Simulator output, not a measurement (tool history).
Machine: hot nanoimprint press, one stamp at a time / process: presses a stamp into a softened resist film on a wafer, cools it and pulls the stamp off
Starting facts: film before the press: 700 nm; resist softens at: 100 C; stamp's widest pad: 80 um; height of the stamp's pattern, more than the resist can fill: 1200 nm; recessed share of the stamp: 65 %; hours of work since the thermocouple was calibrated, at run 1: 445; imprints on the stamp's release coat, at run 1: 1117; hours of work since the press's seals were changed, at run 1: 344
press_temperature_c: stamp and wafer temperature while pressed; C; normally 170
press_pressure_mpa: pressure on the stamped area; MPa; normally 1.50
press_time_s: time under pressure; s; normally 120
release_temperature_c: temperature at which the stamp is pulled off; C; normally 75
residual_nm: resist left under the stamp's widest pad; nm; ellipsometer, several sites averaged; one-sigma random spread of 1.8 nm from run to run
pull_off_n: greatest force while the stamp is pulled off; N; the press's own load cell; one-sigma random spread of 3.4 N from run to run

run	hour	press_temperature_c	press_pressure_mpa	press_time_s	release_temperature_c	hours of work since the thermocouple was calibrated	imprints on the stamp's release coat	hours of work since the press's seals were changed	residual_nm	pull_off_n
1	0.0	170	1.50	120	75	445	1117	344	311.2	208
2	41.1	170	1.50	120	75	463	1261	363	310.6	216
3	77.1	170	1.29	120	75	479	1388	379	337.5	229
4	155.3	170	1.29	120	75	515	1662	414	337.7	243
5	226.2	170	1.29	120	75	546	1912	446	341.6	266
6	273.6	170	1.86	120	75	568	2078	467	288.4	267
# hour 319.8: stamp cleaned and given a new release coat
# hour 336.2: plate thermocouple calibrated
7	367.9	170	1.50	120	75	14	158	506	290.0	166
8	445.6	170	1.50	82	75	49	431	540	340.5	181
9	530.1	170	1.50	120	75	87	728	578	297.4	194
10	594.9	170	1.50	120	75	116	956	608	300.0	206
11	664.7	170	1.50	120	75	148	1201	639	300.4	212
# hour 694.1: press's hydraulic seals changed and the load cell set to zero
12	757.0	170	1.50	120	75	186	1498	28	299.7	233
13	823.4	170	1.16	120	75	215	1731	58	346.3	240
14	894.3	170	1.16	120	75	247	1980	90	343.8	259
# hour 968.7: stamp cleaned and given a new release coat
15	983.1	170	1.16	175	75	285	50	127	304.6	176
16	1034.8	170	1.16	166	61	308	232	150	308.5	208
17	1119.9	168	2.14	167	63	346	531	189	253.9	211
18	1196.8	170	1.50	120	77	381	801	223	314.3	197
19	1258.8	182	1.14	120	75	409	1019	251	195.3	210
20	1339.7	182	1.14	120	75	445	1304	288	196.8	220
21	1401.9	179	2.16	120	75	473	1522	316	163.3	233
22	1439.2	179	0.91	92	74	490	1654	332	288.3	238
23	1526.8	176	0.91	120	75	529	1961	372	303.9	254
# hour 1609.4: stamp cleaned and given a new release coat
24	1619.0	175	1.74	97	66	568	34	410	251.6	187
25	1663.7	176	1.27	120	75	588	191	431	257.8	178
# hour 1677.0: plate thermocouple calibrated
26	1708.8	176	1.27	120	75	14	339	449	225.8	177
27	1791.7	170	1.50	120	62	52	630	487	288.7	216
28	1830.0	170	1.50	120	62	69	765	504	292.8	231
29	1910.8	170	1.60	139	62	105	1049	540	271.5	243
30	1989.9	170	1.50	115	76	141	1327	576	298.2	222

What differs in the tool's unlogged condition from the final listed run ahead of each entry between runs to the first listed run following it?
Runs 6 to 7: stamp cleaned and given a new release coat (hour 319.8); plate thermocouple calibrated (hour 336.2)
  true temperature over the reading, C: -2.09 -> -0.27; pressure that arrives at the usual setting, %: 98.27 -> 98.1; grip of the stamp's worn release coat, % over a new coat's: 53.4 -> 3.9
  difference, measured minus the result without the unlogged condition, residual_nm: +34.0 -> +6.9 nm; pull_off_n: +97 -> +6 N
Runs 11 to 12: press's hydraulic seals changed and the load cell set to zero (hour 694.1)
  true temperature over the reading, C: -0.8 -> -0.95; pressure that arrives at the usual setting, %: 97.49 -> 99.88; grip of the stamp's worn release coat, % over a new coat's: 30.3 -> 38
  difference, measured minus the result without the unlogged condition, residual_nm: +16.0 -> +15.1 nm; pull_off_n: +51 -> +67 N
Runs 14 to 15: stamp cleaned and given a new release coat (hour 968.7)
  true temperature over the reading, C: -1.19 -> -1.33; pressure that arrives at the usual setting, %: 99.59 -> 99.43; grip of the stamp's worn release coat, % over a new coat's: 50.8 -> 1.2
  difference, measured minus the result without the unlogged condition, residual_nm: +20.5 -> +21.6 nm; pull_off_n: +89 -> +5 N
Runs 23 to 24: stamp cleaned and given a new release coat (hour 1609.4)
  true temperature over the reading, C: -2.31 -> -2.46; pressure that arrives at the usual setting, %: 98.37 -> 98.21; grip of the stamp's worn release coat, % over a new coat's: 50.3 -> 0.8
  difference, measured minus the result without the unlogged condition, residual_nm: +34.1 -> +33.1 nm; pull_off_n: +89 -> +6 N
Runs 25 to 26: plate thermocouple calibrated (hour 1677.0)
  true temperature over the reading, C: -2.54 -> 0; pressure that arrives at the usual setting, %: 98.12 -> 98.04; grip of the stamp's worn release coat, % over a new coat's: 4.7 -> 8.4
  difference, measured minus the result without the unlogged condition, residual_nm: +33.7 -> +2.0 nm; pull_off_n: +13 -> +13 N

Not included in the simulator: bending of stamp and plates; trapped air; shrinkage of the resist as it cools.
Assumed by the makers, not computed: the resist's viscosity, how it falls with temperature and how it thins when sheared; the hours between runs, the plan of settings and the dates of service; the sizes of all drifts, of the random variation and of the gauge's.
